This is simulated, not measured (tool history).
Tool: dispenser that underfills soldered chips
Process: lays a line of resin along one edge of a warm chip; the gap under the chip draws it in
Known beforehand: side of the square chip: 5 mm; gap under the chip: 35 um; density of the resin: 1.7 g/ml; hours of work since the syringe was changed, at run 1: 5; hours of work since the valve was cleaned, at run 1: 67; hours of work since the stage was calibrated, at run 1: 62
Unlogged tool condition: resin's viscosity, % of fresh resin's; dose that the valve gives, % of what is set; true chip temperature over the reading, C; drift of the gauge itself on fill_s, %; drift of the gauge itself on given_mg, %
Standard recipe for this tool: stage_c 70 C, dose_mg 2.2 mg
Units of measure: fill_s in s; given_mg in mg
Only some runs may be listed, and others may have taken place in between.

run	hour	stage_c	dose_mg	hours of work since the syringe was changed	hours of work since the valve was cleaned	hours of work since the stage was calibrated	fill_s	given_mg
1	0	70	2.2	5	67	62	19.7	2.11
2	2.8	70	2.72	7	69	64	21	2.63
# hour 4: new syringe of resin
3	7.9	70	2.72	3	72	67	17.8	2.63
4	12.3	70	2.2	6	75	70	20.7	2.1
# hour 14.3: new syringe of resin
5	17.5	70	2.2	2	79	74	17	2.12
6	21.6	70	2.17	5	82	77	20	2.1
# hour 24.4: new syringe of resin
7	26.4	70	2.2	1	85	80	17.6	2.11
8	30.2	84	2.2	4	88	83	12.6	2.13
# hour 34.4: new syringe of resin
9	34.4	70	2.2	0	91	85	16.6	2.12
10	37.2	70	2.2	2	93	87	17.8	2.07
11	41.8	70	2.2	5	96	91	20.5	2.1
# hour 44.6: new syringe of resin
12	44.9	70	2.2	0	98	93	17	2.08
# hour 47.5: dispensing valve cleaned and set on the balance
13	50.1	70	2.2	3	2	96	18.7	2.2
14	55	75	2.2	7	5	99	18.6	2.18
# hour 55.8: new syringe of resin
15	58.3	60	2.2	2	8	101	23.7	2.2
16	63.5	60	2.4	5	11	105	26.9	2.41
# hour 66.2: new syringe of resin
17	66.3	58	2.08	0	13	107	24.2	2.07
18	70.2	78	2.28	3	16	109	14.3	2.25
19	73.1	77	2.61	5	18	112	15.8	2.53
# hour 76.3: new syringe of resin
20	77.2	77	2.71	1	21	114	13.8	2.72
21	79.8	57	2.68	3	22	116	26.8	2.63
22	82.2	67	2.71	4	24	118	21.1	2.68
23	85.2	70	2.14	6	26	120	21.8	2.11
# hour 86.4: new syringe of resin
24	89.7	65	2.63	2	29	123	20.5	2.59
25	93.1	76	2.82	5	32	125	16.7	2.78
# hour 96.5: new syringe of resin
26	96.8	71	2.67	0	34	128	16.1	2.63
27	101.3	71	2.67	3	37	131	16.9	2.64
# hour 106.5: new syringe of resin
28	106.5	71	2.67	0	41	134	15.7	2.6

3 ways to go on from here, each from the tool as it stands after run 28. What would each give?
A	111.7	71	2.65	4	44	138	?	?
B	111.7	56	2.68	4	44	138	?	?
C	111.7	64	2.52	4	44	138	?	?

run	fill_s	given_mg
A	18.2	2.58
B	29	2.64
C	22.2	2.47
Had the tool no hidden state, the same runs would have come out as:
run	fill_s	given_mg
A	15.6	2.63
B	24.8	2.7
C	19	2.53
